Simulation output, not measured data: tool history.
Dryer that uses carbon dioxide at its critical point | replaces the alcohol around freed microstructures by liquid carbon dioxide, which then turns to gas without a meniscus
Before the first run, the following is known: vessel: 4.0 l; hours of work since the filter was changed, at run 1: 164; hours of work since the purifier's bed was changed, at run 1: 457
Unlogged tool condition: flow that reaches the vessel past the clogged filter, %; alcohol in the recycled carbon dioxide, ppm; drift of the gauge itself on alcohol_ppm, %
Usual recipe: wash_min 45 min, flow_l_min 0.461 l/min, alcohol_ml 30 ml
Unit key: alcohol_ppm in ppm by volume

run   hour  wash_min  flow_l_min  alcohol_ml  hours of work since the filter was changed  hours of work since the purifier's bed was changed  alcohol_ppm
  1      0        45       0.461          30                                         164                                                 457          215
  2   11.2        45       0.461          30                                         170                                                 463          221
  3   33.4        45       0.461          53                                         180                                                 473          366
  4   53.2        45       0.461          53                                         190                                                 482          361
  5   72.6        27       0.461          53                                         199                                                 491         1546
  6   90.5        45       0.461          67                                         207                                                 500          489
      94.9  -- inlet filter changed
  7  108.6        45       0.461          30                                           6                                                 508          150
  8  122.6        45       0.461          30                                          13                                                 515          158
  9  138.5        45       0.461         104                                          21                                                 522          416
 10  159.6        28       0.461          30                                          31                                                 532          594
 11  181.8        28       0.461          30                                          41                                                 542          598
 12  204.7        28       0.461          30                                          52                                                 553          611
 13  218.3        45       0.461          30                                          58                                                 560          168
 14  229.6        45       0.758          30                                          63                                                 565           57
 15  250.2        56       0.461          30                                          73                                                 575           89
 16  275.8        56       0.461          30                                          85                                                 587           92
 17    290        56       0.461          30                                          92                                                 593           95
 18  308.7        56       0.461          30                                         101                                                 602           96
 19  322.8        56       0.461          30                                         107                                                 609          101
 20  345.4        56       0.461          30                                         118                                                 619          109
 21  360.3        49       0.461          30                                         125                                                 626          151
 22  387.7        45       0.461          30                                         138                                                 639          209
 23  408.2        34       0.461          30                                         148                                                 649          445
 24  421.1        34       0.461          30                                         154                                                 655          484
 25  443.5        29       0.461          54                                         164                                                 666         1205
 26  462.5        29       0.697          21                                         173                                                 675          194
 27  489.5        29       0.697          21                                         186                                                 687          191
 28  515.2        29        0.38          33                                         198                                                 699         1218
 29  535.4        29        0.38          33                                         208                                                 709         1217
     538.9  -- inlet filter changed
 30  561.9        37       0.723         109                                          11                                                 721          176
 31  588.4        37       0.723         109                                          23                                                 733          166
 32  608.2        43        0.77          30                                          33                                                 743           71
 33  627.2        43        0.77          30                                          42                                                 752           62
 34  643.3        43        0.77          30                                          49                                                 759           67
 35  669.6        45       0.461          84                                          62                                                 772          401
 36  694.3        55       0.461          21                                          73                                                 783           98
 37  720.9        27       0.502          30                                          86                                                 796          589
 38  733.4        34       0.544          30                                          92                                                 802          277
 39  756.3        34       0.544          89                                         102                                                 813          705
 40  780.8        34       0.544          89                                         114                                                 824          722
 41  793.8        43         0.4          30                                         120                                                 830          350
 42  812.6        39       0.721          23                                         129                                                 839           97
 43  827.2        40       0.461          81                                         136                                                 846          680
 44  844.4        39       0.515          59                                         144                                                 854          425
 45  856.3        34       0.481          30                                         150                                                 860          422
 46  872.7        45       0.409          30                                         157                                                 867          319

For some of the steps in alcohol_ppm from one run to the next: how much would appear even if the tool had no hidden state, given the settings, what came in and random variation, and how much remains for the hidden state plus any gauge scatter that the measured result and the result without hidden state don't share?
Run 4 -> 5: wash_min 45 -> 27. alcohol_ppm +1185 ppm by volume: hidden state +339, all else +846.
Run 5 -> 6: wash_min 27 -> 45, alcohol_ml 53 -> 67. alcohol_ppm -1057 ppm by volume: hidden state -271, all else -786.
Run 29 -> 30: wash_min 29 -> 37, flow_l_min 0.38 -> 0.723, alcohol_ml 33 -> 109, inlet filter changed. alcohol_ppm -1041 ppm by volume: hidden state -328, all else -713.
